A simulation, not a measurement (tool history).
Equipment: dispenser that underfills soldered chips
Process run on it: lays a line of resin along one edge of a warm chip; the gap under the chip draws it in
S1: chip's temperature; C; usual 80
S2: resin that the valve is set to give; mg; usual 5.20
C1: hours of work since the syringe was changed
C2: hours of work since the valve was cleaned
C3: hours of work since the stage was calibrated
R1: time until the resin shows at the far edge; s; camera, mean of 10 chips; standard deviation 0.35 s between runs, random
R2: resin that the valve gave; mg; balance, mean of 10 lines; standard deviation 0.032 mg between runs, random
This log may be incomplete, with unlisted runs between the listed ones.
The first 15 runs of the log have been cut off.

run   hour  S1    S2  C1  C2   C3    R1    R2
      80.0  -- new syringe of resin
 16   80.3  80  5.20   0  15  107  18.9  5.07
 17   85.6  80  5.20   4  19  111  21.2  5.13
 18   90.9  80  5.20   8  23  115  26.0  5.12
      91.7  -- new syringe of resin
 19   97.3  80  6.72   4  28  119  20.7  6.55
 20  100.5  69  5.20   7  30  122  37.7  5.11
     103.4  -- new syringe of resin
 21  107.3  70  6.47   3  35  127  29.8  6.27
 22  110.2  70  6.47   5  37  129  33.3  6.23
 23  113.3  80  5.12   8  40  131  25.3  4.94
     115.3  -- new syringe of resin
 24  117.9  68  5.95   2  43  135  32.6  5.77
 25  122.7  69  6.62   6  47  138  34.0  6.34
     125.8  -- dispensing valve cleaned and set on the balance
 26  126.8  68  6.07   8   1  141  40.6  6.03
     127.9  -- new syringe of resin
 27  133.1  75  6.75   4   5  145  25.2  6.68
     139.8  -- new syringe of resin
 28  139.8  71  5.61   0  10  150  25.0  5.51
 29  142.8  71  5.61   2  13  152  28.3  5.56
 30  146.5  67  4.52   5  15  155  40.4  4.46
     151.8  -- new syringe of resin
 31  152.4  77  4.48   0  20  159  22.0  4.39
 32  156.5  77  4.48   4  23  163  25.9  4.35
 33  162.5  75  4.48   8  27  167  34.3  4.37
     163.6  -- new syringe of resin
 34  166.1  66  6.50   2  30  170  34.8  6.29
 35  169.3  76  5.81   4  32  172  25.1  5.58
 36  174.3  94  6.20   8  36  176  14.6  6.02
     175.4  -- new syringe of resin
 37  179.3  94  6.02   3  40  180  11.9  5.81

What if the next run were any one of these 3? Each begins from the tool's condition after run 37:
  A  184.1  87  6.02   7  43  183   ?   ?
  B  184.1  87  5.93   7  43  183   ?   ?
  C  184.1  79  6.54   7  43  183   ?   ?

run    R1    R2
  A  18.0  5.66
  B  18.0  5.66
  C  24.2  6.21
Take away the tool's hidden state, keep each run's random variation, and the runs would have read:
run    R1    R2
  A  13.2  5.91
  B  13.2  5.91
  C  17.9  6.48
